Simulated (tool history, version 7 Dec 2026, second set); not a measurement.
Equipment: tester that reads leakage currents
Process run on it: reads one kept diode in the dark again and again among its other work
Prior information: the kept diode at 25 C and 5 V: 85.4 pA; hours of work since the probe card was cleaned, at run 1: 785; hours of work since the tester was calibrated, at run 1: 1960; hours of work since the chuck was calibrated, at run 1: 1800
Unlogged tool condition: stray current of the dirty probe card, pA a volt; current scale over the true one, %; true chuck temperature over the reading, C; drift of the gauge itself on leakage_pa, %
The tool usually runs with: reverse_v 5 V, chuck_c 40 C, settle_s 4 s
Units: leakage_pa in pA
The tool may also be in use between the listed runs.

| run | hour | reverse_v | chuck_c | settle_s | hours of work since the probe card was cleaned | hours of work since the tester was calibrated | hours of work since the chuck was calibrated | leakage_pa |
|---|---|---|---|---|---|---|---|---|
| 1 | 0 | 5 | 40 | 4 | 785 | 1960 | 1800 | 256.58 |
| 2 | 189.2 | 5 | 40 | 4 | 909 | 2085 | 1925 | 255.52 |
| 3 | 312.9 | 5 | 40 | 4 | 991 | 2166 | 2006 | 255.31 |
| 4 | 514.1 | 5 | 40 | 0.74 | 1123 | 2299 | 2139 | 253.38 |
| 5 | 632.2 | 5 | 40 | 4 | 1201 | 2377 | 2216 | 252.72 |
|  | 654.8 | chuck's temperature calibrated |
| 6 | 773.9 | 5 | 40 | 4 | 1293 | 2469 | 78 | 240.82 |
| 7 | 930.8 | 5 | 40 | 4 | 1396 | 2572 | 182 | 241.1 |
| 8 | 1021.7 | 5 | 40 | 0.68 | 1456 | 2632 | 241 | 240.7 |
| 9 | 1194.2 | 5 | 40 | 4 | 1569 | 2745 | 355 | 240.63 |
| 10 | 1314.3 | 5 | 40 | 4 | 1649 | 2824 | 434 | 239.25 |
| 11 | 1420.8 | 5 | 40 | 4 | 1719 | 2894 | 504 | 239.16 |
|  | 1493.8 | chuck's temperature calibrated, once more |
|  | 1544.6 | probe card cleaned and baked |
| 12 | 1630.1 | 5 | 40 | 4 | 56 | 3029 | 88 | 276.98 |
| 13 | 1778.1 | 5 | 40 | 4 | 154 | 3126 | 185 | 277.76 |
|  | 1884.6 | tester calibrated |
| 14 | 1913.2 | 5 | 40 | 4 | 241 | 19 | 273 | 269.87 |
| 15 | 2042.9 | 5 | 40 | 4 | 327 | 104 | 358 | 265.77 |
| 16 | 2254.8 | 5 | 40 | 4 | 466 | 244 | 498 | 266.58 |

Estimate the outcome of run 17 from the log above:
| 17 | 2473.4 | 5 | 40 | 4 | 610 | 388 | 642 | ? |

Run 17 produced leakage_pa 266.09 pA.
Had the tool carried no hidden state, the very same run would have given leakage_pa 273.21 pA.

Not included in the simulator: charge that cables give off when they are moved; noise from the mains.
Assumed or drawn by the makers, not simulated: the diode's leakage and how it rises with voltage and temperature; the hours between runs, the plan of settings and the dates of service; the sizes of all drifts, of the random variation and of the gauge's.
